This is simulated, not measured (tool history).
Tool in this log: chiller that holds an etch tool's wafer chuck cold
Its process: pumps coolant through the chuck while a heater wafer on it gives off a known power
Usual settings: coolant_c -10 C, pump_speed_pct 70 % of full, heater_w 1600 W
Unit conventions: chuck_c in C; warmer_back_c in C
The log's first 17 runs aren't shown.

run	hour	coolant_c	pump_speed_pct	heater_w	hours since the coolant was changed and the channels were flushed	hours since the pump was overhauled	hours since the chiller's thermometer was calibrated	chuck_c	warmer_back_c
18	523.2	-15	70	1743	4100	652	1089	2.9	8.48
19	543.1	-12	90	1743	4119	671	1109	2.3	6.39
20	578.0	-12	90	1743	4154	706	1144	2.5	6.45
21	611.7	-12	90	1743	4188	740	1178	2.3	6.38
22	633.6	-13	74	1135	4210	762	1200	-2.0	5.14
23	652.8	-12	64	1720	4229	781	1219	7.1	9.17
24	669.6	-16	90	1721	4246	798	1236	-1.6	6.29
25	699.5	-16	90	1721	4276	828	1266	-1.5	6.30
26	736.8	0	64	1600	4313	865	1303	17.9	8.57
27	755.4	0	64	1600	4332	884	1322	18.1	8.53
28	773.5	-11	70	1600	4350	902	1340	5.6	7.80
29	802.1	-11	70	1600	4378	930	1368	5.5	7.76
30	824.8	-12	70	1089	4401	953	1391	-0.7	5.28
31	859.5	-12	70	1089	4436	988	1426	-0.5	5.27
32	894.2	-18	71	1902	4470	1022	1460	1.5	9.09

Here are 3 independent what-if runs from the current tool condition. What would each one return?
A	933.4	-18	66	1902	4510	1062	1500	?	?
B	933.4	-1	99	1600	4510	1062	1500	?	?
C	933.4	-9	63	1600	4510	1062	1500	?	?

run	chuck_c	warmer_back_c
A	2.7	9.87
B	11.5	5.32
C	9.4	8.67
Without the tool's unlogged condition, the same runs would have read:
run	chuck_c	warmer_back_c
A	-0.4	9.74
B	9.5	5.25
C	6.7	8.55
